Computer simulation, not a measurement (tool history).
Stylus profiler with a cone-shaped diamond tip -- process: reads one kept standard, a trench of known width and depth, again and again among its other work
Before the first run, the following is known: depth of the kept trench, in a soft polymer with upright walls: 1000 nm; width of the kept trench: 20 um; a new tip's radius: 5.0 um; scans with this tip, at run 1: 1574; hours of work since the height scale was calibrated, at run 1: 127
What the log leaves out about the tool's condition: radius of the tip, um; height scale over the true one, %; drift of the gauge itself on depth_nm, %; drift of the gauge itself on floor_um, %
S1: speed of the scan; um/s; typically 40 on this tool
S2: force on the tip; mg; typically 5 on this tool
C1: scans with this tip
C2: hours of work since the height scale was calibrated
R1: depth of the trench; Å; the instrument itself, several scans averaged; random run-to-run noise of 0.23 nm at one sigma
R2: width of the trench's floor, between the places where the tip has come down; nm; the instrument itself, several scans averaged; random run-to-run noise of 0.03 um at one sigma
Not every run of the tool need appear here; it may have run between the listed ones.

| run | hour | S1 | S2 | C1 | C2 | R1 | R2 |
|---|---|---|---|---|---|---|---|
| 1 | 0 | 40 | 5 | 1574 | 127 | 10260.8 | 13860 |
| 2 | 91 | 124 | 5 | 2364 | 190 | 10260.8 | 13590 |
| 3 | 180.5 | 124 | 5 | 3143 | 253 | 10260.1 | 13550 |
| 4 | 274.2 | 124 | 5 | 3957 | 319 | 10262.4 | 13570 |
| 5 | 321.6 | 124 | 5 | 4368 | 352 | 10264 | 13560 |
| 6 | 414.5 | 124 | 5 | 5176 | 417 | 10261.4 | 13550 |
| 7 | 472.3 | 13 | 5 | 5679 | 457 | 10258 | 13960 |
| 8 | 565.7 | 13 | 5 | 6490 | 523 | 10257.9 | 13990 |
| 9 | 618 | 19 | 5 | 6945 | 559 | 10257.9 | 13960 |
| 10 | 706.7 | 19 | 5 | 7716 | 621 | 10260.9 | 13970 |
| 11 | 804.5 | 19 | 2.59 | 8565 | 690 | 10164.3 | 13910 |
| 12 | 891 | 19 | 2.59 | 9317 | 750 | 10170.5 | 13960 |
| 13 | 980.7 | 40 | 5 | 10096 | 813 | 10260.4 | 13810 |
| 14 | 1066.9 | 40 | 5 | 10846 | 873 | 10265.3 | 13810 |
| 15 | 1156.7 | 40 | 5 | 11626 | 936 | 10261.8 | 13840 |
| 16 | 1250 | 40 | 5 | 12437 | 1002 | 10256.4 | 13830 |
| 17 | 1349 | 40 | 5 | 13297 | 1071 | 10257.8 | 13800 |
| 18 | 1422.1 | 40 | 5 | 13932 | 1122 | 10265.1 | 13840 |
| 19 | 1494.1 | 40 | 12.29 | 14558 | 1172 | 10478 | 13850 |
| 20 | 1558.7 | 40 | 5 | 15120 | 1218 | 10259.5 | 13850 |
| 21 | 1636.3 | 40 | 5 | 15794 | 1272 | 10259.1 | 13790 |
| 22 | 1685.5 | 40 | 5 | 16221 | 1306 | 10262.5 | 13800 |
| 23 | 1744.2 | 40 | 5 | 16731 | 1347 | 10263.3 | 13780 |
| 24 | 1796.9 | 19 | 3.32 | 17190 | 1384 | 10199.5 | 13850 |
| 25 | 1852.2 | 78 | 13.78 | 17670 | 1423 | 10514.7 | 13820 |
|  | 1885.7 | new tip fitted, height scale calibrated |
| 26 | 1942.4 | 78 | 5.06 | 493 | 40 | 10265.4 | 13740 |
| 27 | 2000.8 | 111 | 13.81 | 1000 | 81 | 10514.5 | 13790 |
| 28 | 2085.2 | 111 | 13.81 | 1733 | 140 | 10517 | 13730 |
| 29 | 2155.8 | 15 | 1.79 | 2347 | 189 | 10133.7 | 13840 |
| 30 | 2234.5 | 15 | 1.79 | 3031 | 244 | 10130.7 | 13880 |
| 31 | 2278.7 | 64 | 2.4 | 3415 | 275 | 10157.7 | 13670 |
| 32 | 2319.5 | 45 | 4.67 | 3770 | 304 | 10246.9 | 13850 |
| 33 | 2413.8 | 159 | 11.48 | 4589 | 370 | 10457.9 | 13610 |
| 34 | 2455.4 | 159 | 11.48 | 4951 | 399 | 10456.7 | 13580 |
| 35 | 2510.8 | 48 | 11.48 | 5432 | 437 | 10457.2 | 13850 |
| 36 | 2568.9 | 48 | 11.48 | 5937 | 478 | 10456.1 | 13870 |
| 37 | 2640.9 | 150 | 5.4 | 6563 | 529 | 10275.4 | 13470 |
| 38 | 2738.1 | 150 | 5.4 | 7408 | 597 | 10274.4 | 13420 |
| 39 | 2784.5 | 12 | 5 | 7811 | 629 | 10257.6 | 13920 |
| 40 | 2870.5 | 28 | 7.34 | 8558 | 689 | 10338.6 | 13900 |
| 41 | 2971.5 | 115 | 13.17 | 9436 | 760 | 10504.9 | 13770 |
| 42 | 3068.9 | 40 | 2.18 | 10282 | 828 | 10148.4 | 13760 |
| 43 | 3141.5 | 40 | 2.18 | 10913 | 879 | 10146.4 | 13760 |
| 44 | 3225.9 | 108 | 2.52 | 11647 | 938 | 10164.7 | 13460 |
| 45 | 3312.2 | 18 | 1.75 | 12397 | 998 | 10130.7 | 13840 |

Branching from run 45: 3 alternative next runs. What would each branch give?
| A | 3367.1 | 86 | 14.76 | 12874 | 1037 | ? | ? |
| B | 3367.1 | 40 | 11.22 | 12874 | 1037 | ? | ? |
| C | 3367.1 | 37 | 6.63 | 12874 | 1037 | ? | ? |

| run | R1 | R2 |
|---|---|---|
| A | 10541.8 | 13790 |
| B | 10453.1 | 13900 |
| C | 10318.2 | 13800 |
The same runs, with their run-to-run variation unchanged, on a tool lacking any hidden condition would have given:
| run | R1 | R2 |
|---|---|---|
| A | 10542.2 | 13810 |
| B | 10453.5 | 13920 |
| C | 10318.5 | 13830 |
